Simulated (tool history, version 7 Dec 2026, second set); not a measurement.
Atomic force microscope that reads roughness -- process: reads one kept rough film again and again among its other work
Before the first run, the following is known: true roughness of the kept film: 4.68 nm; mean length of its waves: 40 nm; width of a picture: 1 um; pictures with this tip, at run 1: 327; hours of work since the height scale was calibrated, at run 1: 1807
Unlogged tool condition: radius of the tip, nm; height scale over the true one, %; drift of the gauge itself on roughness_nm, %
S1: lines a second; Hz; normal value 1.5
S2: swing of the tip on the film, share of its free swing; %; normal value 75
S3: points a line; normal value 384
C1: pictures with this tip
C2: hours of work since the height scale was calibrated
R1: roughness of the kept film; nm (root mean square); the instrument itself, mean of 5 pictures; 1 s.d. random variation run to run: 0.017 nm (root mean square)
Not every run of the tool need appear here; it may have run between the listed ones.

{"run": 1, "hour": 0.0, "S1": 1.5, "S2": 75, "S3": 384, "C1": 327, "C2": 1807, "R1": 3.398}
{"hour": 31.2, "done": "new tip fitted"}
{"run": 2, "hour": 64.7, "S1": 1.5, "S2": 75, "S3": 384, "C1": 70, "C2": 1848, "R1": 3.843}
{"run": 3, "hour": 120.2, "S1": 1.5, "S2": 75, "S3": 800, "C1": 185, "C2": 1884, "R1": 3.684}
{"run": 4, "hour": 174.5, "S1": 1.5, "S2": 75, "S3": 800, "C1": 297, "C2": 1918, "R1": 3.419}
{"hour": 216.6, "done": "new tip fitted"}
{"run": 5, "hour": 233.5, "S1": 1.5, "S2": 75, "S3": 800, "C1": 35, "C2": 1956, "R1": 3.981}
{"run": 6, "hour": 281.9, "S1": 1.5, "S2": 75, "S3": 800, "C1": 135, "C2": 1987, "R1": 3.777}
{"run": 7, "hour": 354.7, "S1": 1.5, "S2": 75, "S3": 323, "C1": 286, "C2": 2034, "R1": 3.445}
{"hour": 407.9, "done": "new tip fitted"}
{"run": 8, "hour": 427.7, "S1": 1.5, "S2": 75, "S3": 323, "C1": 41, "C2": 2081, "R1": 3.909}
{"run": 9, "hour": 503.4, "S1": 1.5, "S2": 75, "S3": 323, "C1": 198, "C2": 2129, "R1": 3.592}
{"run": 10, "hour": 573.6, "S1": 3.75, "S2": 75, "S3": 400, "C1": 344, "C2": 2175, "R1": 2.998}

The next listed run, before its measurement:
{"hour": 596.6, "done": "new tip fitted"}
{"run": 11, "hour": 642.6, "S1": 3.75, "S2": 64, "S3": 692, "C1": 96, "C2": 2219, "R1": "?"}

{"run 11": {"R1": 3.741}}
With no hidden state in the tool, this same run would have given R1 4.008 nm (root mean square).
